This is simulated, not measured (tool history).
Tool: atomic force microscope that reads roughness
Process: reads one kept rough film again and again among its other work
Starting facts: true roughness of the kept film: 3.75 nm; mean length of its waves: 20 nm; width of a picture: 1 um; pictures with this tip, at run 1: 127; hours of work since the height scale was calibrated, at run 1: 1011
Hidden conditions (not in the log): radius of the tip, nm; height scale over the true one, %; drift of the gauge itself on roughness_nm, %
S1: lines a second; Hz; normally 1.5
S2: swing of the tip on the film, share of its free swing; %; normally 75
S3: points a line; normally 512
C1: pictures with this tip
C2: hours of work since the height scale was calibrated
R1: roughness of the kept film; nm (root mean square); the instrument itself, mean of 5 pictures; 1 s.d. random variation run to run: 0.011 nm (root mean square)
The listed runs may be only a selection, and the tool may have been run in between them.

{"run": 1, "hour": 0.0, "S1": 1.5, "S2": 75, "S3": 512, "C1": 127, "C2": 1011, "R1": 2.653}
{"run": 2, "hour": 31.8, "S1": 1.5, "S2": 75, "S3": 512, "C1": 176, "C2": 1035, "R1": 2.653}
{"hour": 37.0, "done": "new tip fitted"}
{"run": 3, "hour": 65.6, "S1": 1.5, "S2": 75, "S3": 512, "C1": 43, "C2": 1059, "R1": 2.661}
{"run": 4, "hour": 85.5, "S1": 1.5, "S2": 75, "S3": 512, "C1": 74, "C2": 1074, "R1": 2.663}
{"run": 5, "hour": 113.2, "S1": 1.5, "S2": 75, "S3": 512, "C1": 116, "C2": 1095, "R1": 2.666}
{"run": 6, "hour": 134.0, "S1": 1.5, "S2": 75, "S3": 512, "C1": 148, "C2": 1110, "R1": 2.642}
{"hour": 157.8, "done": "new tip fitted"}
{"run": 7, "hour": 172.7, "S1": 1.5, "S2": 75, "S3": 512, "C1": 23, "C2": 1138, "R1": 2.653}
{"run": 8, "hour": 205.7, "S1": 1.5, "S2": 57, "S3": 512, "C1": 73, "C2": 1162, "R1": 2.846}
{"run": 9, "hour": 235.5, "S1": 2.21, "S2": 75, "S3": 512, "C1": 118, "C2": 1184, "R1": 2.537}
{"run": 10, "hour": 273.1, "S1": 1.5, "S2": 75, "S3": 512, "C1": 175, "C2": 1212, "R1": 2.656}
{"hour": 279.8, "done": "new tip fitted"}
{"run": 11, "hour": 297.5, "S1": 1.5, "S2": 75, "S3": 512, "C1": 27, "C2": 1230, "R1": 2.644}
{"run": 12, "hour": 329.8, "S1": 1.5, "S2": 75, "S3": 443, "C1": 76, "C2": 1254, "R1": 2.629}
{"run": 13, "hour": 367.2, "S1": 1.5, "S2": 75, "S3": 512, "C1": 133, "C2": 1281, "R1": 2.672}
{"run": 14, "hour": 392.0, "S1": 1.5, "S2": 75, "S3": 512, "C1": 171, "C2": 1300, "R1": 2.642}
{"hour": 401.1, "done": "new tip fitted"}
{"run": 15, "hour": 419.7, "S1": 1.5, "S2": 75, "S3": 512, "C1": 28, "C2": 1320, "R1": 2.645}
{"run": 16, "hour": 455.2, "S1": 1.5, "S2": 75, "S3": 586, "C1": 82, "C2": 1346, "R1": 2.678}
{"run": 17, "hour": 475.5, "S1": 1.06, "S2": 75, "S3": 586, "C1": 113, "C2": 1361, "R1": 2.732}
{"run": 18, "hour": 510.7, "S1": 1.06, "S2": 75, "S3": 586, "C1": 166, "C2": 1387, "R1": 2.737}
{"hour": 523.7, "done": "new tip fitted"}
{"run": 19, "hour": 544.4, "S1": 1.5, "S2": 75, "S3": 773, "C1": 32, "C2": 1411, "R1": 2.683}
{"run": 20, "hour": 562.7, "S1": 1.5, "S2": 75, "S3": 773, "C1": 60, "C2": 1425, "R1": 2.682}
{"run": 21, "hour": 593.8, "S1": 0.51, "S2": 88, "S3": 358, "C1": 107, "C2": 1448, "R1": 2.711}
{"run": 22, "hour": 620.4, "S1": 3.7, "S2": 62, "S3": 468, "C1": 148, "C2": 1467, "R1": 2.61}
{"hour": 645.2, "done": "new tip fitted"}
{"run": 23, "hour": 646.0, "S1": 3.7, "S2": 62, "S3": 468, "C1": 2, "C2": 1486, "R1": 2.619}
{"run": 24, "hour": 680.3, "S1": 3.7, "S2": 62, "S3": 468, "C1": 54, "C2": 1511, "R1": 2.597}
{"run": 25, "hour": 700.1, "S1": 3.7, "S2": 62, "S3": 468, "C1": 84, "C2": 1526, "R1": 2.609}
{"run": 26, "hour": 723.0, "S1": 3.7, "S2": 56, "S3": 468, "C1": 119, "C2": 1543, "R1": 2.717}
{"run": 27, "hour": 755.3, "S1": 3.7, "S2": 56, "S3": 468, "C1": 168, "C2": 1566, "R1": 2.73}
{"hour": 767.1, "done": "new tip fitted"}
{"run": 28, "hour": 787.0, "S1": 3.7, "S2": 56, "S3": 468, "C1": 31, "C2": 1589, "R1": 2.724}
{"run": 29, "hour": 806.8, "S1": 1.32, "S2": 78, "S3": 795, "C1": 61, "C2": 1604, "R1": 2.652}
{"run": 30, "hour": 841.8, "S1": 1.5, "S2": 62, "S3": 343, "C1": 114, "C2": 1630, "R1": 2.76}
{"run": 31, "hour": 873.0, "S1": 1.5, "S2": 62, "S3": 343, "C1": 161, "C2": 1653, "R1": 2.762}
{"hour": 888.3, "done": "new tip fitted"}
{"run": 32, "hour": 906.6, "S1": 1.5, "S2": 64, "S3": 607, "C1": 28, "C2": 1677, "R1": 2.804}
{"run": 33, "hour": 929.1, "S1": 1.47, "S2": 64, "S3": 607, "C1": 62, "C2": 1694, "R1": 2.789}
{"run": 34, "hour": 944.8, "S1": 2.03, "S2": 76, "S3": 616, "C1": 86, "C2": 1705, "R1": 2.55}
{"run": 35, "hour": 973.4, "S1": 1.5, "S2": 75, "S3": 321, "C1": 129, "C2": 1726, "R1": 2.616}

Alternative continuations, all from the tool just after run 35; predict every row:
{"run": "A", "hour": 1005.8, "S1": 1.88, "S2": 70, "S3": 629, "C1": 179, "C2": 1750, "R1": "?"}
{"run": "B", "hour": 1005.8, "S1": 1.5, "S2": 75, "S3": 343, "C1": 179, "C2": 1750, "R1": "?"}
{"run": "C", "hour": 1005.8, "S1": 2.07, "S2": 75, "S3": 689, "C1": 179, "C2": 1750, "R1": "?"}

run=A R1=2.671
run=B R1=2.611
run=C R1=2.561
Without the tool's unlogged condition, the same runs would have read:
run=A R1=2.677
run=B R1=2.616
run=C R1=2.566
